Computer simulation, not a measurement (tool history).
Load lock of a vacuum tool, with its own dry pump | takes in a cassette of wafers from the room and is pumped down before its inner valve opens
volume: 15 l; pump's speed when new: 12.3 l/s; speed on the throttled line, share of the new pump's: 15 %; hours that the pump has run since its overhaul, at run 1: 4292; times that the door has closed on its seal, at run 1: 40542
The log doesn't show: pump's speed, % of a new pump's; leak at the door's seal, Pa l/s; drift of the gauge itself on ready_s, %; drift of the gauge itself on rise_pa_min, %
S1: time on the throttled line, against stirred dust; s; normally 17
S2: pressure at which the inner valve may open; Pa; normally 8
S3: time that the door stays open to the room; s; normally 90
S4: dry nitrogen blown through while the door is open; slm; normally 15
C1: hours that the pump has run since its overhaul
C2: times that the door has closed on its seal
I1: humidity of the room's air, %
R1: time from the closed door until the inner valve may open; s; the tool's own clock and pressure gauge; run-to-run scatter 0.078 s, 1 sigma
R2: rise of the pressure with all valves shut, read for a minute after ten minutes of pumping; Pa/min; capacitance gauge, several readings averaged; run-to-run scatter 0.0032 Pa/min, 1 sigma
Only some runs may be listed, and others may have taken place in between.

Run 1, hour 0.0: usual settings; C1 4292; C2 40542; I1 46.4. Result: R1 26.34 s, R2 0.189 Pa/min.
Run 2, hour 301.3: usual settings; C1 4593; C2 41599; I1 46.2. Result: R1 26.37 s, R2 0.183 Pa/min.
Run 3, hour 491.9: usual settings; C1 4784; C2 42268; I1 49.0. Result: R1 26.38 s, R2 0.195 Pa/min.
Run 4, hour 717.0: usual settings; C1 5009; C2 43057; I1 43.5. Result: R1 26.31 s, R2 0.182 Pa/min.
Run 5, hour 1038.7: usual settings; C1 5331; C2 44186; I1 46.8. Result: R1 26.40 s, R2 0.195 Pa/min.
Run 6, hour 1221.1: usual settings; C1 5513; C2 44825; I1 44.2. Result: R1 26.43 s, R2 0.191 Pa/min.
Run 7, hour 1380.9: usual settings; C1 5673; C2 45386; I1 45.5. Result: R1 26.52 s, R2 0.192 Pa/min.
Run 8, hour 1528.9: usual settings; C1 5821; C2 45905; I1 44.8. Result: R1 26.37 s, R2 0.195 Pa/min.
Run 9, hour 1795.4: usual settings but S3 31 s; C1 6087; C2 46840; I1 43.4. Result: R1 26.37 s, R2 0.157 Pa/min.
Run 10, hour 2044.6: usual settings but S2 7 Pa; C1 6337; C2 47714; I1 44.4. Result: R1 26.67 s, R2 0.199 Pa/min.
Run 11, hour 2338.2: usual settings but S2 7 Pa; C1 6630; C2 48744; I1 45.5. Result: R1 26.84 s, R2 0.209 Pa/min.
Run 12, hour 2581.0: usual settings but S2 7 Pa; C1 6873; C2 49596; I1 41.0. Result: R1 26.39 s, R2 0.204 Pa/min.
Run 13, hour 2739.5: usual settings but S1 10 s; C1 7031; C2 50152; I1 46.2. Result: R1 20.61 s, R2 0.214 Pa/min.
Run 14, hour 3030.6: usual settings but S2 15 Pa, S3 60 s, S4 11 slm; C1 7323; C2 51173; I1 45.7. Result: R1 25.72 s, R2 0.204 Pa/min.
Run 15, hour 3256.2: usual settings but S2 15 Pa, S3 60 s, S4 11 slm; C1 7548; C2 51964; I1 42.4. Result: R1 25.75 s, R2 0.204 Pa/min.
Run 16, hour 3450.6: usual settings but S1 19 s, S2 13 Pa, S3 186 s; C1 7743; C2 52646; I1 43.9. Result: R1 27.45 s, R2 0.260 Pa/min.
Run 17, hour 3760.3: usual settings but S4 36 slm; C1 8052; C2 53732; I1 45.1. Result: R1 26.58 s, R2 0.189 Pa/min.
Run 18, hour 4007.6: usual settings but S4 36 slm; C1 8300; C2 54600; I1 41.9. Result: R1 26.67 s, R2 0.188 Pa/min.
Run 19, hour 4309.9: usual settings but S4 36 slm; C1 8602; C2 55660; I1 44.6. Result: R1 26.50 s, R2 0.203 Pa/min.
Run 20, hour 4625.1: usual settings but S1 26 s, S3 64 s, S4 36 slm; C1 8917; C2 56766; I1 46.6. Result: R1 34.15 s, R2 0.201 Pa/min.
Run 21, hour 4821.4: usual settings but S1 21 s, S2 11 Pa, S3 93 s, S4 14 slm; C1 9113; C2 57454; I1 46.0. Result: R1 29.52 s, R2 0.245 Pa/min.
Run 22, hour 5145.0: usual settings but S1 24 s, S2 11 Pa, S3 94 s, S4 14 slm; C1 9437; C2 58590; I1 48.7. Result: R1 31.97 s, R2 0.258 Pa/min.

Pick out some run-to-run changes in R1. Of each, how much would a tool without hidden state show as well, from the settings, what came in and chance, and how much is left for the hidden state and any gauge scatter not in both results compared?
Run 12 -> 13: S1 17 -> 10, S2 7 -> 8. R1 -5.78 s: hidden state +0.05, all else -5.83.
Run 16 -> 17: S1 19 -> 17, S2 13 -> 8, S3 186 -> 90, S4 15 -> 36. R1 -0.87 s: hidden state +0.11, all else -0.98.
Run 19 -> 20: S1 17 -> 26, S3 90 -> 64. R1 +7.65 s: hidden state -0.10, all else +7.75.
